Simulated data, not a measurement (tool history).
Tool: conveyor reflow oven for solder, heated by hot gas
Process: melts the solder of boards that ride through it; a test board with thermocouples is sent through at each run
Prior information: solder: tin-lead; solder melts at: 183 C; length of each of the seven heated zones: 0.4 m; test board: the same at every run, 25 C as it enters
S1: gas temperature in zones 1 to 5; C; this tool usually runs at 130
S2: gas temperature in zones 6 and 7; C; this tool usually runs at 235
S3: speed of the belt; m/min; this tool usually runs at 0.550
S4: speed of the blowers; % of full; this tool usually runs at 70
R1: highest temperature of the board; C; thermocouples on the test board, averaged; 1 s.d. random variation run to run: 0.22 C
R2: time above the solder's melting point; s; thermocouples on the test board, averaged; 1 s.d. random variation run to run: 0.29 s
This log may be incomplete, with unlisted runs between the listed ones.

run    day   S1   S2     S3  S4     R1    R2
  1  0.000  130  235  0.550  70  207.8  50.1
  2  0.292  130  235  0.550  70  207.5  50.3
  3  0.488  130  240  0.550  70  211.7  54.6
  4  0.675  130  235  0.550  70  207.4  49.7
  5  0.871  130  235  0.550  70  207.0  49.0
  6  1.283  130  235  0.550  70  207.4  49.0
  7  1.562  130  235  0.550  70  207.1  49.8
  8  1.983  130  235  0.550  70  208.0  50.1
  9  2.221  130  235  0.550  70  207.3  49.6
 10  2.417  130  235  0.550  70  206.8  49.9
     3.004  -- flux residue cleaned out of gas plates and filters
 11  3.046  130  235  0.550  56  206.8  48.4
 12  3.350  130  235  0.550  56  207.2  49.0
 13  3.579  130  235  0.614  70  207.1  43.2
 14  3.992  130  235  0.614  70  207.0  43.8
 15  4.342  130  235  0.489  54  210.8  61.0
 16  4.717  117  248  0.468  57  222.0  72.3
 17  5.133  117  248  0.468  86  230.7  81.0
 18  5.404  117  248  0.468  86  230.2  80.9
 19  5.792  117  248  0.468  67  225.0  76.2
 20  6.017  117  248  0.468  67  225.1  75.9
 21  6.379  130  226  0.550  59  200.3  40.8
 22  6.629  120  231  0.550  70  205.3  44.6
 23  7.042  120  231  0.550  70  205.0  44.9

Predict each of these 4 candidate next runs independently; none follows another, all start after run 23:
  A  7.350  120  243  0.522  86   ?   ?
  B  7.350  120  231  0.506  66   ?   ?
  C  7.350  120  231  0.652  70   ?   ?
  D  7.350  143  231  0.646  68   ?   ?

run     R1    R2
  A  222.2  66.3
  B  207.4  52.2
  C  197.8  27.3
  D  204.3  42.5
Without the tool's unlogged condition, the same runs would have read:
run     R1    R2
  A  222.2  66.1
  B  207.3  51.9
  C  197.9  27.4
  D  204.3  42.4

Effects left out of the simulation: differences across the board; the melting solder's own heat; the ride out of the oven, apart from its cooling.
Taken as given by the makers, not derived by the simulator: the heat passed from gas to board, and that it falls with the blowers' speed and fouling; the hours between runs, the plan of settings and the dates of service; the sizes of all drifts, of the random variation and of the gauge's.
